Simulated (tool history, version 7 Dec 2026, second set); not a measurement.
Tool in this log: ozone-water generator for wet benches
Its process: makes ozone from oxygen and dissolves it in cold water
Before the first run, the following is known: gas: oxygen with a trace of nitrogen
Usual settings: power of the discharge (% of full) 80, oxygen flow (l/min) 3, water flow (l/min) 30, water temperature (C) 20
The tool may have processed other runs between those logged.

run,hour,power of the discharge (% of full),oxygen flow (l/min),water flow (l/min),water temperature (C),dissolved ozone (ppm),ozone in the gas ahead of the water (g/m3)
1,0,80,3,30,20,12.1,186.6
2,16.1,80,1.71,30,20,10,245.2
3,29.6,80,3,30,20,12,188.9
4,58.5,80,3,24,20,14.6,186.6
5,77.8,80,3,30,20,12,188.1
6,99.7,80,3,30,20,11.9,188.1
7,122,80,3,30,20,12.1,188.9
8,137,80,4.68,30,20,13.2,154
9,162.4,80,4.68,30,20,13.3,153
10,182.4,80,4.68,30,20,13,152.5
11,201.4,80,4.68,30,20,13.3,152.3
12,215.7,80,4.68,30,20,13.4,151.8
13,228.9,80,4.68,30,20,13.5,150.8
14,245.4,86,3,30,20,12.6,198.6
15,273.7,96,3,30,20,13.8,215
16,293.2,96,3,30,20,13.8,215.3
17,313.4,68,2.48,25,14,12.4,180.3
18,339.8,54,3,30,20,9.1,140.1
19,366.5,80,2.92,30,20,12.1,190.5
20,391.2,99,3,30,17,14.5,220
21,414.1,99,3,30,17,14.6,220.3
22,437.8,99,3,30,17,14.6,219.8
23,453.3,99,3,30,12,15.1,221.6
24,467.8,57,2.09,35,16,7.5,173.1
25,482.6,58,2.09,21,16,11.9,178
26,501.9,80,3,21,20,15.9,187.8
27,520.7,87,2.73,25,13,15.5,210.6
28,549,87,2.73,25,13,15.5,208.4
29,567.3,87,2.73,25,13,15.5,211.5

Forecast each of these 3 alternatives for the next run:
A,594.3,58,2.73,19,13,?,?
B,594.3,95,2.35,30,20,?,?
C,594.3,41,3.26,25,13,?,?

run,dissolved ozone (ppm),ozone in the gas ahead of the water (g/m3)
A,14.3,153.6
B,12.7,238.7
C,9.4,109.5
What these runs would have given with no unlogged condition in the tool:
run,dissolved ozone (ppm),ozone in the gas ahead of the water (g/m3)
A,14.3,153.6
B,12.7,238.7
C,9.4,109.5

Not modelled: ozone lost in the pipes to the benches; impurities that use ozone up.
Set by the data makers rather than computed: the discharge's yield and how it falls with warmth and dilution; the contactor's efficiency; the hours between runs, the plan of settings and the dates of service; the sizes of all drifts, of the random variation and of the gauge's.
